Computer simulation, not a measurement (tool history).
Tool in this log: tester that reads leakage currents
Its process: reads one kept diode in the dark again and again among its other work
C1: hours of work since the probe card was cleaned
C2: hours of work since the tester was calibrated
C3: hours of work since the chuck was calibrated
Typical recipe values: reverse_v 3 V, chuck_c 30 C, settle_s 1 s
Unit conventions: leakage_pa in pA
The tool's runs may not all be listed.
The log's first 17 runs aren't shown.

{"run": 18, "hour": 520.4, "reverse_v": 1.06, "chuck_c": 30, "settle_s": 1, "C1": 551, "C2": 913, "C3": 436, "leakage_pa": 176.07}
{"run": 19, "hour": 552.5, "reverse_v": 3, "chuck_c": 30, "settle_s": 1, "C1": 576, "C2": 938, "C3": 461, "leakage_pa": 246.81}
{"run": 20, "hour": 588.8, "reverse_v": 3, "chuck_c": 30, "settle_s": 1, "C1": 605, "C2": 967, "C3": 490, "leakage_pa": 246.47}
{"run": 21, "hour": 627.7, "reverse_v": 1.91, "chuck_c": 47, "settle_s": 0.81, "C1": 635, "C2": 998, "C3": 520, "leakage_pa": 760.75}
{"run": 22, "hour": 655.1, "reverse_v": 1.91, "chuck_c": 47, "settle_s": 0.81, "C1": 657, "C2": 1019, "C3": 542, "leakage_pa": 762.49}
{"run": 23, "hour": 681.2, "reverse_v": 14.87, "chuck_c": 45, "settle_s": 0.81, "C1": 677, "C2": 1040, "C3": 563, "leakage_pa": 1278.95}
{"run": 24, "hour": 720.9, "reverse_v": 11.21, "chuck_c": 57, "settle_s": 0.81, "C1": 709, "C2": 1071, "C3": 594, "leakage_pa": 2668.41}
{"run": 25, "hour": 758.9, "reverse_v": 11.21, "chuck_c": 57, "settle_s": 0.81, "C1": 739, "C2": 1101, "C3": 624, "leakage_pa": 2657.56}
{"run": 26, "hour": 789.6, "reverse_v": 3, "chuck_c": 30, "settle_s": 1.23, "C1": 763, "C2": 1125, "C3": 648, "leakage_pa": 251.48}
{"run": 27, "hour": 808.3, "reverse_v": 3, "chuck_c": 30, "settle_s": 1.23, "C1": 778, "C2": 1140, "C3": 663, "leakage_pa": 250.69}
{"run": 28, "hour": 834.2, "reverse_v": 3, "chuck_c": 54, "settle_s": 0.37, "C1": 798, "C2": 1160, "C3": 683, "leakage_pa": 1441.05}
{"run": 29, "hour": 857.5, "reverse_v": 7.24, "chuck_c": 25, "settle_s": 0.68, "C1": 816, "C2": 1179, "C3": 702, "leakage_pa": 227.2}
{"run": 30, "hour": 881.6, "reverse_v": 7.24, "chuck_c": 25, "settle_s": 0.68, "C1": 835, "C2": 1198, "C3": 721, "leakage_pa": 227.4}
{"run": 31, "hour": 918.7, "reverse_v": 7.24, "chuck_c": 35, "settle_s": 2.19, "C1": 865, "C2": 1227, "C3": 750, "leakage_pa": 493.66}
{"run": 32, "hour": 944.4, "reverse_v": 7.24, "chuck_c": 35, "settle_s": 2.19, "C1": 885, "C2": 1247, "C3": 770, "leakage_pa": 496.02}
{"run": 33, "hour": 967.7, "reverse_v": 2.86, "chuck_c": 30, "settle_s": 5.65, "C1": 903, "C2": 1266, "C3": 789, "leakage_pa": 248.19}
{"run": 34, "hour": 990.9, "reverse_v": 2.86, "chuck_c": 30, "settle_s": 5.65, "C1": 922, "C2": 1284, "C3": 807, "leakage_pa": 249.89}
{"run": 35, "hour": 1027.5, "reverse_v": 8.07, "chuck_c": 42, "settle_s": 1.87, "C1": 950, "C2": 1313, "C3": 836, "leakage_pa": 861.41}
{"run": 36, "hour": 1051.5, "reverse_v": 3, "chuck_c": 32, "settle_s": 1, "C1": 969, "C2": 1332, "C3": 855, "leakage_pa": 298.99}
{"run": 37, "hour": 1075.9, "reverse_v": 1.84, "chuck_c": 21, "settle_s": 1, "C1": 989, "C2": 1351, "C3": 874, "leakage_pa": 105.83}
{"run": 38, "hour": 1115.0, "reverse_v": 14.06, "chuck_c": 48, "settle_s": 0.39, "C1": 1019, "C2": 1382, "C3": 905, "leakage_pa": 1608.94}
{"run": 39, "hour": 1140.3, "reverse_v": 3.28, "chuck_c": 30, "settle_s": 1, "C1": 1039, "C2": 1402, "C3": 925, "leakage_pa": 266.32}

4 options for the next run, each taken on its own from the tool as it stands now. Forecast them:
{"run": "A", "hour": 1173.7, "reverse_v": 1.06, "chuck_c": 41, "settle_s": 1, "C1": 1066, "C2": 1428, "C3": 951, "leakage_pa": "?"}
{"run": "B", "hour": 1173.7, "reverse_v": 3.28, "chuck_c": 30, "settle_s": 9.67, "C1": 1066, "C2": 1428, "C3": 951, "leakage_pa": "?"}
{"run": "C", "hour": 1173.7, "reverse_v": 18.43, "chuck_c": 29, "settle_s": 4.74, "C1": 1066, "C2": 1428, "C3": 951, "leakage_pa": "?"}
{"run": "D", "hour": 1173.7, "reverse_v": 3.28, "chuck_c": 30, "settle_s": 8.56, "C1": 1066, "C2": 1428, "C3": 951, "leakage_pa": "?"}

run=A leakage_pa=426.82
run=B leakage_pa=266.3
run=C leakage_pa=425.71
run=D leakage_pa=263.67
Take away the tool's hidden state, keep each run's random variation, and the runs would have read:
run=A leakage_pa=388.42
run=B leakage_pa=240.57
run=C leakage_pa=382.76
run=D leakage_pa=238.2
